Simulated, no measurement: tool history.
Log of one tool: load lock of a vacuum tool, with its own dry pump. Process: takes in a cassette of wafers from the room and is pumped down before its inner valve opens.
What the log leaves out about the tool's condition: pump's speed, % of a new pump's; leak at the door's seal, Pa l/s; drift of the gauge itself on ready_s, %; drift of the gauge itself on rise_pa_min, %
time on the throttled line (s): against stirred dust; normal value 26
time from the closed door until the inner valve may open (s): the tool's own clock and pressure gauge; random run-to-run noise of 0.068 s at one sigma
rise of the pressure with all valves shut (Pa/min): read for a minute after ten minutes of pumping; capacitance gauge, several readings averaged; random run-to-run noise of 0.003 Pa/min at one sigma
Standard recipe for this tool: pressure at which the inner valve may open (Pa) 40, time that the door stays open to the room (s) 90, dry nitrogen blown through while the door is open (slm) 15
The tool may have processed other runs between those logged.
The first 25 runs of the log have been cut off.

run,hour,time on the throttled line (s),pressure at which the inner valve may open (Pa),time that the door stays open to the room (s),dry nitrogen blown through while the door is open (slm),hours that the pump has run since its overhaul,times that the door has closed on its seal,"incoming humidity of the room's air, %",time from the closed door until the inner valve may open (s),rise of the pressure with all valves shut (Pa/min)
26,11546.1,26,41,45,28,6292,38528,46.7,32.95,0.114
27,12026.0,26,79,180,14,6772,39561,43.4,32.25,0.165
28,12580.7,26,32,180,6,7326,40753,38.5,33.38,0.179
29,12994.3,26,32,180,6,7740,41643,46.8,33.41,0.195
30,13316.7,23,40,209,15,8062,42336,46.9,30.35,0.180
31,14000.7,14,40,108,13,8746,43807,46.8,22.22,0.165
32,14342.2,14,40,102,7,9088,44542,44.3,22.47,0.173
33,15074.4,14,40,102,7,9820,46116,44.2,22.39,0.178
34,15523.5,26,40,65,15,10269,47082,44.1,33.25,0.154
35,16188.6,26,63,65,15,10934,48513,46.7,32.76,0.160
36,16708.1,26,63,65,15,11454,49630,49.4,32.75,0.172

Predict each of these 4 candidate next runs independently; none follows another, all start after run 36:
A,17407.5,17,63,83,15,12153,51134,47.5,?,?
B,17407.5,26,63,65,23,12153,51134,46.1,?,?
C,17407.5,26,36,54,15,12153,51134,44.3,?,?
D,17407.5,26,41,27,15,12153,51134,47.1,?,?

run,time from the closed door until the inner valve may open (s),rise of the pressure with all valves shut (Pa/min)
A,24.78,0.181
B,32.98,0.172
C,33.57,0.169
D,33.39,0.159
The same runs, with their run-to-run variation unchanged, on a tool lacking any hidden condition would have given:
run,time from the closed door until the inner valve may open (s),rise of the pressure with all valves shut (Pa/min)
A,23.71,0.051
B,32.04,0.038
C,32.53,0.037
D,32.37,0.028
